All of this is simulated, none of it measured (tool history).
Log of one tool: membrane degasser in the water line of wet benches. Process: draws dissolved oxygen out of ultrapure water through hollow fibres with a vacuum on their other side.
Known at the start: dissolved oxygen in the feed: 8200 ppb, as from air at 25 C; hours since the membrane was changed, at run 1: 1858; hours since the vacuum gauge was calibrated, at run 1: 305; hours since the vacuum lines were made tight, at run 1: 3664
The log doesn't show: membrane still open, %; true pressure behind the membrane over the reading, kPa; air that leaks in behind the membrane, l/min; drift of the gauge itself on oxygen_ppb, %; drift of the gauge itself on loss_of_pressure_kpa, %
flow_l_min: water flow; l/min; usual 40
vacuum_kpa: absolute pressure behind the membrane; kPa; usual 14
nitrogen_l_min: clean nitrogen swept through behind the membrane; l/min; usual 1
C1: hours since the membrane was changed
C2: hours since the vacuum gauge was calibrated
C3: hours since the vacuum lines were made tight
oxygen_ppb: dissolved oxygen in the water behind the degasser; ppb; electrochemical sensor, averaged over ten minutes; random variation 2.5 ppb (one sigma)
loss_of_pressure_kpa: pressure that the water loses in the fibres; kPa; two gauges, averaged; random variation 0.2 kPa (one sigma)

{"run": 1, "hour": 0.0, "flow_l_min": 40, "vacuum_kpa": 14, "nitrogen_l_min": 1, "C1": 1858, "C2": 305, "C3": 3664, "oxygen_ppb": 812.4, "loss_of_pressure_kpa": 42.12}
{"run": 2, "hour": 64.4, "flow_l_min": 40, "vacuum_kpa": 14, "nitrogen_l_min": 1, "C1": 1922, "C2": 369, "C3": 3729, "oxygen_ppb": 812, "loss_of_pressure_kpa": 41.68}
{"run": 3, "hour": 109.8, "flow_l_min": 40, "vacuum_kpa": 14, "nitrogen_l_min": 1, "C1": 1968, "C2": 414, "C3": 3774, "oxygen_ppb": 809.5, "loss_of_pressure_kpa": 41.59}
{"run": 4, "hour": 171.8, "flow_l_min": 40, "vacuum_kpa": 14, "nitrogen_l_min": 1, "C1": 2030, "C2": 476, "C3": 3836, "oxygen_ppb": 809.9, "loss_of_pressure_kpa": 41.76}
{"run": 5, "hour": 210.7, "flow_l_min": 40, "vacuum_kpa": 14, "nitrogen_l_min": 1, "C1": 2069, "C2": 515, "C3": 3875, "oxygen_ppb": 817.4, "loss_of_pressure_kpa": 41.91}
{"run": 6, "hour": 261.2, "flow_l_min": 40, "vacuum_kpa": 14, "nitrogen_l_min": 1, "C1": 2119, "C2": 566, "C3": 3925, "oxygen_ppb": 816.6, "loss_of_pressure_kpa": 42}
{"run": 7, "hour": 305.9, "flow_l_min": 38, "vacuum_kpa": 14, "nitrogen_l_min": 1, "C1": 2164, "C2": 610, "C3": 3970, "oxygen_ppb": 781.7, "loss_of_pressure_kpa": 39.87}
{"run": 8, "hour": 373.7, "flow_l_min": 38, "vacuum_kpa": 14, "nitrogen_l_min": 1, "C1": 2232, "C2": 678, "C3": 4038, "oxygen_ppb": 781.6, "loss_of_pressure_kpa": 39.47}
{"run": 9, "hour": 428.3, "flow_l_min": 38, "vacuum_kpa": 14, "nitrogen_l_min": 1, "C1": 2286, "C2": 733, "C3": 4093, "oxygen_ppb": 784.6, "loss_of_pressure_kpa": 39.79}
{"run": 10, "hour": 498.7, "flow_l_min": 38, "vacuum_kpa": 14, "nitrogen_l_min": 1, "C1": 2357, "C2": 803, "C3": 4163, "oxygen_ppb": 783.5, "loss_of_pressure_kpa": 39.8}
{"run": 11, "hour": 563.5, "flow_l_min": 31, "vacuum_kpa": 10.3, "nitrogen_l_min": 1.03, "C1": 2421, "C2": 868, "C3": 4228, "oxygen_ppb": 441, "loss_of_pressure_kpa": 32.39}
{"run": 12, "hour": 624.2, "flow_l_min": 64, "vacuum_kpa": 14, "nitrogen_l_min": 0.53, "C1": 2482, "C2": 929, "C3": 4288, "oxygen_ppb": 1679.5, "loss_of_pressure_kpa": 66.59}
{"run": 13, "hour": 701.0, "flow_l_min": 27, "vacuum_kpa": 14.5, "nitrogen_l_min": 0.64, "C1": 2559, "C2": 1006, "C3": 4365, "oxygen_ppb": 872.4, "loss_of_pressure_kpa": 28.09}
{"run": 14, "hour": 756.5, "flow_l_min": 27, "vacuum_kpa": 14.5, "nitrogen_l_min": 0.64, "C1": 2614, "C2": 1061, "C3": 4421, "oxygen_ppb": 877.1, "loss_of_pressure_kpa": 28.1}
{"run": 15, "hour": 832.1, "flow_l_min": 46, "vacuum_kpa": 28.3, "nitrogen_l_min": 2.6, "C1": 2690, "C2": 1137, "C3": 4496, "oxygen_ppb": 934.6, "loss_of_pressure_kpa": 47.95}
{"run": 16, "hour": 911.3, "flow_l_min": 46, "vacuum_kpa": 28.3, "nitrogen_l_min": 2.6, "C1": 2769, "C2": 1216, "C3": 4576, "oxygen_ppb": 932.6, "loss_of_pressure_kpa": 48.19}

Measured less the same run without the tool's hidden state. The same run-to-run variation is in both; the gauge's scatter may not be:
run=1 oxygen_ppb=+0.1
run=2 oxygen_ppb=+0.7
run=3 oxygen_ppb=+1.1
run=4 oxygen_ppb=+1.6
run=5 oxygen_ppb=+2
run=6 oxygen_ppb=+2.5
run=7 oxygen_ppb=+2.9
run=8 oxygen_ppb=+3.4
run=9 oxygen_ppb=+4
run=10 oxygen_ppb=+4.6
run=11 oxygen_ppb=+2.9
run=12 oxygen_ppb=+12.2
run=13 oxygen_ppb=+7.1
run=14 oxygen_ppb=+7.7
run=15 oxygen_ppb=+9
run=16 oxygen_ppb=+9.8
loss_of_pressure_kpa: within 0.02 kPa of the measured result in every run.
